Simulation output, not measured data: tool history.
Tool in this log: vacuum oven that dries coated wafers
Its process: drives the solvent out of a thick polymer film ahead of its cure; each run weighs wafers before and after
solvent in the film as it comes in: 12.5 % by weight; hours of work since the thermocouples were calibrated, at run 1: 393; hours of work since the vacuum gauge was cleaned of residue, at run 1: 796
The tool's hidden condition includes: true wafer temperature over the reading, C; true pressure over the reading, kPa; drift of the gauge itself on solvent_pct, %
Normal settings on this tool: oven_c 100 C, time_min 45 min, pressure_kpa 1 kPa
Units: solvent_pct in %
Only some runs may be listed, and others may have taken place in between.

run    hour  oven_c  time_min  pressure_kpa  hours of work since the thermocouples were calibrated  hours of work since the vacuum gauge was cleaned of residue  solvent_pct
  1       0     100        45             1                                                    393                                                          796         2.62
  2   101.4     100        45             1                                                    448                                                          851         2.61
  3   217.3     100        45             1                                                    511                                                          914         2.68
  4   323.2     100        45             1                                                    569                                                          971         2.66
  5   435.2     100        45             1                                                    630                                                         1032          2.7
  6   489.3     100        45             1                                                    659                                                         1061         2.75
  7   594.6     100        46             1                                                    716                                                         1118         2.68
  8     710      90        45             1                                                    779                                                         1181         4.79
  9   759.3      90        45             1                                                    806                                                         1208         4.79
 10   825.2      90        45             1                                                    842                                                         1244         4.81
 11   892.1     100        45           3.8                                                    878                                                         1280         3.68
 12  1009.5     100        45           3.8                                                    942                                                         1344         3.78
 13  1090.3     100        45           3.8                                                    986                                                         1388         3.71
 14  1182.5     100        45           3.8                                                   1036                                                         1438         3.82
 15  1272.6     100        45           3.8                                                   1085                                                         1487          3.8
     1307.7  -- oven's thermocouples calibrated
 16  1394.8     100        45           3.8                                                     47                                                         1552         3.46
     1406.9  -- vacuum gauge cleaned of residue and calibrated
 17  1490.9      99        45             1                                                     99                                                           46         2.89
 18  1591.1     110        45             1                                                    153                                                          100         1.24
 19  1647.3     110        45             1                                                    184                                                          131         1.29
 20  1733.6     110        45             1                                                    230                                                          177          1.3
 21  1847.1     100        45          2.77                                                    292                                                          239         3.34
 22  1923.4     100        45             1                                                    334                                                          280         2.83
 23  2020.6     100        45             1                                                    386                                                          333         2.83
     2067.7  -- vacuum gauge cleaned of residue and calibrated, once more
 24  2107.2     100        45             1                                                    433                                                           21          2.6
 25  2168.9     100        45             1                                                    466                                                           55         2.65
 26    2263     108        65             1                                                    517                                                          106         0.72
 27  2378.7     114        26          0.89                                                    580                                                          169         2.11
 28  2465.3      91        50           1.1                                                    627                                                          216         4.13
 29  2552.5     100        77          0.57                                                    674                                                          263         1.11
 30  2630.1     100        77          0.57                                                    717                                                          305         1.11
 31  2690.3      92        26          0.52                                                    749                                                          338         6.03
 32  2798.9      92        26          0.52                                                    808                                                          397          6.1
 33    2916      93        28          1.69                                                    872                                                          461         6.03
 34  2980.9      93        28          1.69                                                    907                                                          496         6.03
 35  3038.8      93        22          0.59                                                    938                                                          527          6.5
 36  3114.7      93        22          0.59                                                    980                                                          569         6.49
 37  3168.3      93        22          0.59                                                   1009                                                          598         6.49
 38    3279     111        45          0.71                                                   1069                                                          658         1.17
     3337.6  -- oven's thermocouples calibrated
 39  3353.3      85        45          3.42                                                      9                                                          697         6.46
 40  3413.1      85        40          3.21                                                     41                                                          730         6.76
 41  3496.2      91        30             1                                                     86                                                          775         5.76
 42  3608.5      91        57          1.98                                                    147                                                          836         3.91
 43  3696.6      91        57          1.98                                                    195                                                          883            4
 44  3778.2     102        57          1.98                                                    239                                                          928         1.93
 45  3880.3     102        57          1.98                                                    295                                                          983            2
 46  3970.5      85        67          1.98                                                    344                                                         1032          4.8
 47  4090.7      89        73          0.96                                                    409                                                         1097          3.2

Across each entry between runs, compare the hidden state at the last listed run before it with the hidden state at the first listed run after it:
Between runs 15 and 16: oven's thermocouples calibrated (hour 1307.7)
  true wafer temperature over the reading, C: -1.55 -> 0.05; true pressure over the reading, kPa: 0.504 -> 0.525
  measured minus no-state result, solvent_pct: +0.46 -> +0.15 %
Between runs 16 and 17: vacuum gauge cleaned of residue and calibrated (hour 1406.9)
  true wafer temperature over the reading, C: 0.05 -> -0.04; true pressure over the reading, kPa: 0.525 -> 0.67
  measured minus no-state result, solvent_pct: +0.15 -> +0.23 %
Between runs 23 and 24: vacuum gauge cleaned of residue and calibrated, once more (hour 2067.7)
  true wafer temperature over the reading, C: -0.59 -> -0.68; true pressure over the reading, kPa: 0.766 -> 0.02
  measured minus no-state result, solvent_pct: +0.34 -> +0.13 %
Between runs 38 and 39: oven's thermocouples calibrated (hour 3337.6)
  true wafer temperature over the reading, C: -1.87 -> 0; true pressure over the reading, kPa: 0.234 -> 0.247
  measured minus no-state result, solvent_pct: +0.25 -> +0.1 %

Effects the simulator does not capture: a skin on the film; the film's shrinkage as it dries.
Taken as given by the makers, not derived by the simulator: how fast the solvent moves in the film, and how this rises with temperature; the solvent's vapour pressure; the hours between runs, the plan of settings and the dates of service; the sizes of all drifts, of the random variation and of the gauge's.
